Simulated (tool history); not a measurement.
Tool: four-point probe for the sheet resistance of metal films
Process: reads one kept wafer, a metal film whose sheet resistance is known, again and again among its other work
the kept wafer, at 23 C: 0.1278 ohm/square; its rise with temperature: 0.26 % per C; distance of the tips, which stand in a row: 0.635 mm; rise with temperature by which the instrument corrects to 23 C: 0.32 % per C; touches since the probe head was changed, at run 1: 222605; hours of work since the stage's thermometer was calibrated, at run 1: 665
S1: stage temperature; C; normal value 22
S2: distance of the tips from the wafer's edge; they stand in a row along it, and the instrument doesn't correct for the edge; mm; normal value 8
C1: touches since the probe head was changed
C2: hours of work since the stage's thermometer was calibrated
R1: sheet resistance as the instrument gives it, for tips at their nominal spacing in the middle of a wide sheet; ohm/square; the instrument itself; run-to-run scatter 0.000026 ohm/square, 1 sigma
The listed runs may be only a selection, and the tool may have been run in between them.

run	hour	S1	S2	C1	C2	R1
1	0.0	22	8	222605	665	0.128938
# hour 41.2: new probe head fitted
2	41.2	22	8	0	697	0.127947
3	132.1	22	8	5773	768	0.127936
4	190.3	22	8	9466	814	0.127964
5	255.3	19	8	13594	866	0.128245
6	296.3	19	8	16199	898	0.128206
7	377.9	34	8	21376	962	0.127032
8	461.1	22	32	26660	1028	0.127565
9	518.9	22	32	30331	1074	0.127584
10	578.0	27	8	34084	1120	0.127621
11	618.0	22	4	36623	1152	0.129302
12	711.6	22	4	42568	1226	0.129321
13	790.7	22	4	47589	1288	0.129337
14	872.7	22	4	52795	1353	0.129358
15	919.5	22	4	55762	1390	0.129382
16	988.0	22	4	60116	1444	0.129412
17	1032.9	22	4	62967	1479	0.129366
18	1091.7	22	10	66695	1526	0.127975
19	1154.9	22	10	70712	1576	0.127987
20	1210.7	22	10	74254	1620	0.127916
21	1261.0	22	10	77444	1659	0.127960
22	1301.6	22	10	80026	1691	0.128028
23	1363.2	20	4	83937	1740	0.129642
24	1405.4	19	8	86615	1773	0.128403
25	1497.7	30	21	92473	1846	0.127135
26	1563.6	30	40	96661	1898	0.127178
27	1623.8	26	4	100483	1946	0.129149
28	1675.1	30	4	103737	1986	0.128834
29	1753.2	30	4	108698	2048	0.128816
30	1800.3	23	32	111686	2085	0.127760
31	1874.7	23	32	116410	2144	0.127772
32	1941.3	19	13	120635	2196	0.128266
33	1987.6	19	13	123581	2233	0.128240
34	2063.8	19	13	128418	2293	0.128300
35	2104.2	22	45	130978	2325	0.127901
36	2187.6	22	45	136279	2391	0.127922
37	2245.1	25	5	139926	2436	0.128715
# hour 2260.4: stage's thermometer calibrated
38	2301.6	27	5	143482	32	0.128767
39	2357.7	27	5	147042	77	0.128777
40	2438.9	27	5	152199	141	0.128766
41	2484.4	29	15	155091	177	0.127628
42	2566.6	25	5	160308	242	0.128961
43	2613.8	26	9	163306	279	0.128108
44	2682.6	22	51	167671	333	0.128168

What if the next run were any one of these 5? Each begins from the tool's condition after run 44:
A	2727.0	26	8	170490	368	?
B	2727.0	23	51	170490	368	?
C	2727.0	30	8	170490	368	?
D	2727.0	25	25	170490	368	?
E	2727.0	29	8	170490	368	?

run	R1
A	0.128225
B	0.128040
C	0.127954
D	0.127975
E	0.127953
Take away the tool's hidden state, keep each run's random variation, and the runs would have read:
run	R1
A	0.127971
B	0.127786
C	0.127700
D	0.127721
E	0.127699
